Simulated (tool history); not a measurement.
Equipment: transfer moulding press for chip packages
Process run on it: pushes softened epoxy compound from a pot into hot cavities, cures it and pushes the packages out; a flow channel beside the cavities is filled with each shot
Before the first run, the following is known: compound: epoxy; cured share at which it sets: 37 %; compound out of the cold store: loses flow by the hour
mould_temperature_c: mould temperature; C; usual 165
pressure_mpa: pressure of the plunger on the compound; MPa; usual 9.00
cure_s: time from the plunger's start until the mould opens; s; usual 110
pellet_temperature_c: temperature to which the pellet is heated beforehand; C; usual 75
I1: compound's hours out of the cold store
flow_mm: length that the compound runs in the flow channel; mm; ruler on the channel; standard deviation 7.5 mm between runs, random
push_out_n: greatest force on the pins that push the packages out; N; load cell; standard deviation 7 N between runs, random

Run 1, hour 0.0: usual settings; I1 11.0. Result: flow_mm 850 mm, push_out_n 349 N.
At hour 43.4: cavities cleaned with cleaning compound and waxed.
Run 2, hour 47.8: usual settings; I1 13.0. Result: flow_mm 842 mm, push_out_n 317 N.
Run 3, hour 94.8: usual settings; I1 13.9. Result: flow_mm 816 mm, push_out_n 412 N.
At hour 100.6: cavities cleaned with cleaning compound and waxed.
Run 4, hour 143.2: usual settings; I1 34.1. Result: flow_mm 728 mm, push_out_n 387 N.
At hour 157.2: cavities cleaned with cleaning compound and waxed.
Run 5, hour 185.9: usual settings but pellet_temperature_c 70 C; I1 9.5. Result: flow_mm 834 mm, push_out_n 395 N.
At hour 215.1: cavities cleaned with cleaning compound and waxed.
Run 6, hour 215.8: usual settings but pellet_temperature_c 70 C; I1 24.5. Result: flow_mm 752 mm, push_out_n 297 N.
At hour 273.7: cavities cleaned with cleaning compound and waxed.
Run 7, hour 275.1: usual settings but pellet_temperature_c 70 C; I1 29.6. Result: flow_mm 718 mm, push_out_n 291 N.
At hour 298.8: plunger's sealing rings changed.
Run 8, hour 315.4: usual settings but pellet_temperature_c 70 C; I1 18.7. Result: flow_mm 871 mm, push_out_n 412 N.
At hour 333.9: cavities cleaned with cleaning compound and waxed.
Run 9, hour 364.7: usual settings but pressure_mpa 6.85 MPa; I1 8.0. Result: flow_mm 793 mm, push_out_n 384 N.
At hour 391.3: cavities cleaned with cleaning compound and waxed.
Run 10, hour 403.8: usual settings but pressure_mpa 6.85 MPa; I1 37.1. Result: flow_mm 677 mm, push_out_n 334 N.
At hour 449.4: cavities cleaned with cleaning compound and waxed.
Run 11, hour 465.0: usual settings but mould_temperature_c 171 C, pressure_mpa 6.85 MPa; I1 42.6. Result: flow_mm 633 mm, push_out_n 311 N.
Run 12, hour 493.6: usual settings but pressure_mpa 9.89 MPa; I1 30.2. Result: flow_mm 829 mm, push_out_n 396 N.
At hour 508.6: cavities cleaned with cleaning compound and waxed.
Run 13, hour 551.1: usual settings but pressure_mpa 7.53 MPa; I1 36.4. Result: flow_mm 704 mm, push_out_n 403 N.
At hour 566.2: cavities cleaned with cleaning compound and waxed.
Run 14, hour 607.4: usual settings but pressure_mpa 7.53 MPa; I1 30.9. Result: flow_mm 714 mm, push_out_n 405 N.
At hour 625.3: cavities cleaned with cleaning compound and waxed.
Run 15, hour 665.7: usual settings but pressure_mpa 7.53 MPa, cure_s 108 s, pellet_temperature_c 68 C; I1 33.9. Result: flow_mm 702 mm, push_out_n 400 N.
At hour 684.0: cavities cleaned with cleaning compound and waxed.
Run 16, hour 719.9: usual settings but mould_temperature_c 172 C, pellet_temperature_c 74 C; I1 14.6. Result: flow_mm 805 mm, push_out_n 347 N.
At hour 741.6: cavities cleaned with cleaning compound and waxed.
Run 17, hour 757.5: usual settings but mould_temperature_c 172 C, cure_s 93 s, pellet_temperature_c 74 C; I1 16.7. Result: flow_mm 793 mm, push_out_n 313 N.
At hour 798.5: cavities cleaned with cleaning compound and waxed.
Run 18, hour 804.1: usual settings but mould_temperature_c 159 C, pressure_mpa 9.41 MPa, cure_s 134 s, pellet_temperature_c 74 C; I1 24.0. Result: flow_mm 838 mm, push_out_n 337 N.
At hour 856.9: cavities cleaned with cleaning compound and waxed.
Run 19, hour 868.5: usual settings but mould_temperature_c 159 C, pressure_mpa 9.41 MPa, cure_s 134 s, pellet_temperature_c 74 C; I1 22.0. Result: flow_mm 830 mm, push_out_n 351 N.
Run 20, hour 908.2: usual settings but mould_temperature_c 158 C, pressure_mpa 10.01 MPa, cure_s 144 s, pellet_temperature_c 71 C; I1 25.4. Result: flow_mm 820 mm, push_out_n 420 N.
At hour 915.4: cavities cleaned with cleaning compound and waxed.
Run 21, hour 957.7: usual settings but mould_temperature_c 158 C, pressure_mpa 10.01 MPa, cure_s 144 s, pellet_temperature_c 71 C; I1 29.0. Result: flow_mm 802 mm, push_out_n 401 N.
At hour 973.2: cavities cleaned with cleaning compound and waxed.
Run 22, hour 993.4: usual settings but mould_temperature_c 170 C, pressure_mpa 7.80 MPa, cure_s 116 s, pellet_temperature_c 84 C; I1 17.6. Result: flow_mm 691 mm, push_out_n 319 N.
At hour 1030.2: cavities cleaned with cleaning compound and waxed.
At hour 1037.1: plunger's sealing rings changed.
At hour 1044.2: mould's thermocouples calibrated.
Run 23, hour 1047.0: usual settings but cure_s 119 s, pellet_temperature_c 68 C; I1 33.3. Result: flow_mm 811 mm, push_out_n 309 N.
At hour 1091.0: cavities cleaned with cleaning compound and waxed.
Run 24, hour 1093.7: usual settings but cure_s 119 s, pellet_temperature_c 68 C; I1 23.5. Result: flow_mm 850 mm, push_out_n 283 N.
At hour 1148.3: cavities cleaned with cleaning compound and waxed.
Run 25, hour 1148.3: usual settings but cure_s 119 s, pellet_temperature_c 68 C; I1 45.6. Result: flow_mm 746 mm, push_out_n 259 N.
Run 26, hour 1198.6: usual settings but mould_temperature_c 160 C, cure_s 102 s, pellet_temperature_c 80 C; I1 23.9. Result: flow_mm 847 mm, push_out_n 650 N.

A few steps of flow_mm between consecutive runs. Split each: what settings, incoming material and random variation would produce without the hidden state, and what is left over for the hidden state, along with gauge scatter present in only one of the two compared results (measured, and without hidden state):
Unlogged tool condition in this case: true mould temperature over the reading, C; pressure that reaches the compound, % of what is set; grip of the stained cavities, % over clean ones'; drift of the gauge itself on flow_mm, %; drift of the gauge itself on push_out_n, %.
Run 7 -> 8: plunger's sealing rings changed. flow_mm +153 mm: hidden state +96, all else +57.
Run 11 -> 12: mould_temperature_c 171 -> 165, pressure_mpa 6.85 -> 9.89. flow_mm +196 mm: hidden state -9, all else +205.
Run 22 -> 23: mould_temperature_c 170 -> 165, pressure_mpa 7.80 -> 9.00, cure_s 116 -> 119, pellet_temperature_c 84 -> 68, cavities cleaned with cleaning compound and waxed, plunger's sealing rings changed, mould's thermocouples calibrated. flow_mm +120 mm: hidden state +87, all else +33.
